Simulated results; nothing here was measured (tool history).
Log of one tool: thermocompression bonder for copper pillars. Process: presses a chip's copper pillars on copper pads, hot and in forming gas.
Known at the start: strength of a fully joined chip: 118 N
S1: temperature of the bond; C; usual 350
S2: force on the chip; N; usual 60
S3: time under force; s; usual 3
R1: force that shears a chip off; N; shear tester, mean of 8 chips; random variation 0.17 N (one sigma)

run 1 day=0 | S1=350 S2=60 S3=3 | R1=52.6
run 2 day=3.458 | S1=350 S2=60 S3=3 | R1=52.7
run 3 day=6.733 | S1=350 S2=60 S3=4 | R1=58.3
run 4 day=9.383 | S1=350 S2=60 S3=4 | R1=57.7
run 5 day=12.65 | S1=350 S2=60 S3=5 | R1=62.5
-- day=14.333 forming gas filter changed
run 6 day=14.979 | S1=350 S2=60 S3=4 | R1=59.1
-- day=15.312 heater calibrated with a thermocouple chip
run 7 day=17.25 | S1=350 S2=60 S3=4 | R1=59.6
run 8 day=19.671 | S1=350 S2=60 S3=3 | R1=53.6
run 9 day=21.871 | S1=350 S2=60 S3=3 | R1=53.4
run 10 day=23.633 | S1=350 S2=60 S3=3 | R1=53.8
run 11 day=26.55 | S1=353 S2=75 S3=2 | R1=52.8
-- day=28.517 forming gas filter changed
run 12 day=29.912 | S1=348 S2=54 S3=9 | R1=73.3
-- day=30.45 heater calibrated with a thermocouple chip, once more
run 13 day=32.238 | S1=348 S2=54 S3=9 | R1=70.9
run 14 day=35.367 | S1=348 S2=54 S3=9 | R1=71.2
run 15 day=37.846 | S1=374 S2=50 S3=2 | R1=53
run 16 day=40.717 | S1=374 S2=50 S3=2 | R1=52.9
-- day=42.892 forming gas filter changed
run 17 day=42.892 | S1=362 S2=50 S3=2 | R1=47.9
run 18 day=45.829 | S1=339 S2=47 S3=5 | R1=50.5
run 19 day=47.4 | S1=350 S2=55 S3=2 | R1=43.7

Forecast each of these 3 alternatives for the next run:
run A day=49.004 | S1=350 S2=80 S3=3 | R1=?
run B day=49.004 | S1=371 S2=73 S3=9 | R1=?
run C day=49.004 | S1=354 S2=58 S3=2 | R1=?

run=A R1=60
run=B R1=92.9
run=C R1=46.7
Without the tool's hidden state the same runs would have given:
run=A R1=59.3
run=B R1=92.7
run=C R1=46

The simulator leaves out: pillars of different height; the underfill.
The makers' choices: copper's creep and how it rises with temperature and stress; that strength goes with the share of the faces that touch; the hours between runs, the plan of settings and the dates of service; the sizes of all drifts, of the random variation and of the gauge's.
